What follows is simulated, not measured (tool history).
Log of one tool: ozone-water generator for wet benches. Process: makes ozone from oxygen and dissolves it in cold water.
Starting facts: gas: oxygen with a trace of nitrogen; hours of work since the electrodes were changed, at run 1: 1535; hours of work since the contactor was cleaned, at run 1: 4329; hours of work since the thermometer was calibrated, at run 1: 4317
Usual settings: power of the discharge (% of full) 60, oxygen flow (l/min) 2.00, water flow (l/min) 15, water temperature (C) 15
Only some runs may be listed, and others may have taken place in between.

run	day	power of the discharge (% of full)	oxygen flow (l/min)	water flow (l/min)	water temperature (C)	hours of work since the electrodes were changed	hours of work since the contactor was cleaned	hours of work since the thermometer was calibrated	dissolved ozone (ppm)	ozone in the gas ahead of the water (g/m3)
1	0.000	60	2.00	15	15	1535	4329	4317	19.2	251.0
# day 0.804: contactor cleaned
2	5.904	60	2.00	14	15	1629	84	4411	20.4	252.0
# day 9.492: water thermometer calibrated
3	11.200	60	2.00	14	15	1717	171	28	20.7	251.6
4	15.150	60	2.00	14	15	1782	237	94	20.5	250.7
5	19.479	60	2.00	14	15	1854	308	165	20.3	250.6
6	26.017	60	2.00	15	15	1962	416	273	19.1	252.3
7	32.821	60	2.00	15	15	2074	529	386	19.0	250.9
8	37.475	60	2.00	15	15	2151	606	463	19.0	252.2
9	40.567	60	2.00	15	15	2202	657	514	18.8	249.4
10	43.862	60	2.00	15	15	2256	711	568	19.1	252.1
11	47.629	60	2.00	15	15	2319	774	630	19.0	252.7
12	53.138	61	2.07	16	10	2410	865	721	19.2	252.7
13	59.300	51	2.00	11	15	2512	967	823	23.5	229.4
14	65.379	60	2.50	15	15	2612	1067	924	20.7	232.2
15	68.867	60	2.50	15	15	2670	1125	981	20.6	230.4
16	73.204	68	3.25	11	15	2741	1196	1053	31.1	225.8
17	77.738	68	1.42	11	15	2816	1271	1128	24.8	310.4
18	81.771	68	1.42	11	15	2883	1338	1195	24.6	306.2
19	88.267	44	2.68	11	21	2990	1445	1302	21.2	189.0
20	94.871	44	2.68	11	21	3100	1554	1411	21.2	188.9
21	99.000	44	2.68	11	21	3168	1623	1479	21.3	188.1

Here are 4 independent what-if runs from the current tool condition. What would each one return?
A	102.346	44	2.78	19	17	3223	1678	1535	?	?
B	102.346	60	2.00	9	12	3223	1678	1535	?	?
C	102.346	98	3.24	15	15	3223	1678	1535	?	?
D	102.346	44	2.79	11	21	3223	1678	1535	?	?

run	dissolved ozone (ppm)	ozone in the gas ahead of the water (g/m3)
A	13.9	184.6
B	31.2	251.7
C	29.9	280.7
D	21.2	185.4
What these runs would have given with no unlogged condition in the tool:
run	dissolved ozone (ppm)	ozone in the gas ahead of the water (g/m3)
A	13.9	184.7
B	31.2	251.8
C	29.9	280.9
D	21.2	185.5

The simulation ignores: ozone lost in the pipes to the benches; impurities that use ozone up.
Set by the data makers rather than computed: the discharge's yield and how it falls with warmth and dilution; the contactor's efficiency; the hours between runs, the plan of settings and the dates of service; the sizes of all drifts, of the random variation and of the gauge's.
